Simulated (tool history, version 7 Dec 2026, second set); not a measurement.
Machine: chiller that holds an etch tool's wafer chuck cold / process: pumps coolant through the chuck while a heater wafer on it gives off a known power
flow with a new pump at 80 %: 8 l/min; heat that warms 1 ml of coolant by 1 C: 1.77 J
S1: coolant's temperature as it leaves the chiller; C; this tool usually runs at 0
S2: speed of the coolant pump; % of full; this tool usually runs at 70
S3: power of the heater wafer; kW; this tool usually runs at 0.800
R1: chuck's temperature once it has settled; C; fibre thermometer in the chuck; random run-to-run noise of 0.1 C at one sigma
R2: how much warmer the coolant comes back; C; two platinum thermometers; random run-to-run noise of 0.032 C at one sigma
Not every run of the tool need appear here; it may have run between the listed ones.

run	hour	S1	S2	S3	R1	R2
1	0.0	0	70	0.800	9.4	3.91
2	31.5	0	70	0.800	9.4	3.94
3	78.8	0	70	0.800	9.4	3.98
4	133.9	0	70	0.800	9.3	3.95
5	158.6	0	70	0.800	9.3	3.92
6	202.0	0	70	0.640	7.7	3.14
7	237.0	0	70	0.800	9.3	3.95
8	293.3	2	70	0.807	11.7	4.03
9	334.9	2	70	0.807	11.4	3.97
10	383.6	2	70	0.807	11.7	3.98
11	437.6	2	70	0.807	11.5	3.99
12	490.0	2	70	0.807	11.6	3.99
13	524.3	2	70	0.807	11.6	3.95
14	582.4	4	62	1.082	17.8	6.12

Some steps in R1 between neighbouring runs. How much of each would the tool show without its hidden state too (settings, what came in, random variation), and how much is left for the hidden state, with any gauge scatter that isn't in both results?
The tool's hidden condition here consists of: heat passed by the chuck's channels, % of clean ones'; flow at a given pump speed, % of a new pump's; coolant's true temperature over the reading, C; drift of the gauge itself on chuck_c, C; drift of the gauge itself on warmer_back_c, C.
Run 13 -> 14: S1 2 -> 4, S2 70 -> 62, S3 0.807 -> 1.082. R1 +6.2 C: hidden state +0.4, all else +5.8.
